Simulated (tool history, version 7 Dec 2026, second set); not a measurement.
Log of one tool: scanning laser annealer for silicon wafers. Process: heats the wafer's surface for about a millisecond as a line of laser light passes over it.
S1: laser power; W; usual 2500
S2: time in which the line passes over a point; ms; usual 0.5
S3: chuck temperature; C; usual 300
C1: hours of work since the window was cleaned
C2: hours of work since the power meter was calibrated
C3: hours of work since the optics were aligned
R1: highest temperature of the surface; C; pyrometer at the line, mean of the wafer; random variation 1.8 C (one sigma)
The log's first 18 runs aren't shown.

run,hour,S1,S2,S3,C1,C2,C3,R1
19,319.1,2500,0.5,300,209,522,869,1007
20,337.6,2500,0.5,300,220,534,881,1004
21,351.4,2727,0.5,300,229,543,890,1064
22,364.7,2160,0.434,300,238,552,899,867
23,379.1,2134,0.369,268,247,561,908,779
24,396.7,2134,0.369,268,258,572,919,781
25,407.9,2595,0.431,300,265,579,926,970
26,422.5,2595,0.431,300,275,588,936,971
27,437,2483,0.459,298,284,598,945,964
28,457.7,2483,0.459,298,297,611,958,963
29,469.6,2483,0.372,298,305,619,966,887
30,486.9,2483,0.486,264,316,630,977,953
31,504.1,2641,0.37,326,327,641,988,950
32,514.2,2673,0.448,306,333,647,994,1012
33,531.1,2673,0.448,306,344,658,1005,1009
34,541.5,2581,0.421,315,351,665,1012,975
35,562.7,2500,0.509,316,365,678,1025,1028
36,587.7,2500,0.509,320,380,694,1041,1030
37,611.8,2500,0.509,320,396,710,1057,1031
38,622.5,2130,0.504,300,403,717,1064,909
39,642.9,2130,0.504,300,416,730,1077,906
40,667.3,2500,0.541,300,432,745,1092,1039

5 ways to go on from here, each from the tool as it stands after run 40. What would each give?
A,678,2500,0.352,299,438,752,1099,?
B,678,2377,0.57,300,438,752,1099,?
C,678,2382,0.541,339,438,752,1099,?
D,678,2471,0.512,303,438,752,1099,?
E,678,2500,0.482,300,438,752,1099,?

run,R1
A,876
B,1021
C,1043
D,1010
E,990
Without the tool's hidden state the same runs would have given:
run,R1
A,877
B,1022
C,1043
D,1010
E,991

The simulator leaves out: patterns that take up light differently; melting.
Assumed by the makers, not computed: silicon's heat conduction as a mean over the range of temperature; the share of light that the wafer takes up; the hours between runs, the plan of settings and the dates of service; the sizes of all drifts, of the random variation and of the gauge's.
